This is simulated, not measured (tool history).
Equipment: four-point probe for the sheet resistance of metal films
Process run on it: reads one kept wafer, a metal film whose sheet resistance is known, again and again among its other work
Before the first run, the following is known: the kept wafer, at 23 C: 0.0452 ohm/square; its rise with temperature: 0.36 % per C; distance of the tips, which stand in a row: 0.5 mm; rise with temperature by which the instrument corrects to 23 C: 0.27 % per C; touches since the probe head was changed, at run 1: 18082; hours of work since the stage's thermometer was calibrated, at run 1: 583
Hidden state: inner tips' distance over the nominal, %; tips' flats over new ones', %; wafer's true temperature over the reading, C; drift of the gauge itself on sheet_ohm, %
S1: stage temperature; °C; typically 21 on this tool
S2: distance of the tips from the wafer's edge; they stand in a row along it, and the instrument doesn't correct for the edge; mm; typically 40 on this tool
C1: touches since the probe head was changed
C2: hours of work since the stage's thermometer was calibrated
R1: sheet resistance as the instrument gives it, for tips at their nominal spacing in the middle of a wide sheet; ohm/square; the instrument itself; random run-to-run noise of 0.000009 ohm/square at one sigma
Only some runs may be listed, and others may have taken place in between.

Run 1, day 0: usual settings; C1 18082; C2 583. Result: R1 0.045434 ohm/square.
Run 2, day 2.771: usual settings but S2 28 mm; C1 19658; C2 618. Result: R1 0.045426 ohm/square.
Run 3, day 5.558: usual settings but S2 46 mm; C1 21241; C2 653. Result: R1 0.04544 ohm/square.
Run 4, day 8.767: usual settings but S2 26 mm; C1 23064; C2 693. Result: R1 0.045445 ohm/square.
Run 5, day 11.175: usual settings but S1 33 °C; C1 24434; C2 724. Result: R1 0.045961 ohm/square.
Run 6, day 13.458: usual settings but S1 33 °C; C1 25732; C2 752. Result: R1 0.045967 ohm/square.
Run 7, day 14.792: usual settings but S1 33 °C; C1 26488; C2 769. Result: R1 0.04597 ohm/square.
Run 8, day 17.004: usual settings but S1 33 °C; C1 27747; C2 797. Result: R1 0.045984 ohm/square.
Run 9, day 19.229: usual settings; C1 29011; C2 825. Result: R1 0.045472 ohm/square.
Run 10, day 20.688: usual settings but S1 20 °C, S2 55 mm; C1 29840; C2 843. Result: R1 0.045418 ohm/square.
Run 11, day 22: usual settings but S1 34 °C, S2 24 mm; C1 30586; C2 860. Result: R1 0.046045 ohm/square.
Run 12, day 24.092: usual settings but S1 27 °C, S2 24 mm; C1 31775; C2 886. Result: R1 0.045744 ohm/square.
Run 13, day 25.662: usual settings but S1 31 °C, S2 3 mm; C1 32667; C2 906. Result: R1 0.046574 ohm/square.
Run 14, day 28.783: usual settings but S1 20 °C, S2 7 mm; C1 34441; C2 945. Result: R1 0.045559 ohm/square.

What does the tool deliver on the next run?
Run 15, day 31.529: usual settings but S1 20 °C, S2 7 mm; C1 36001; C2 980. Result: R1 ?.

{"run 15": {"R1": 0.045565}}
Without the tool's hidden state the same run would have given R1 0.045191 ohm/square.
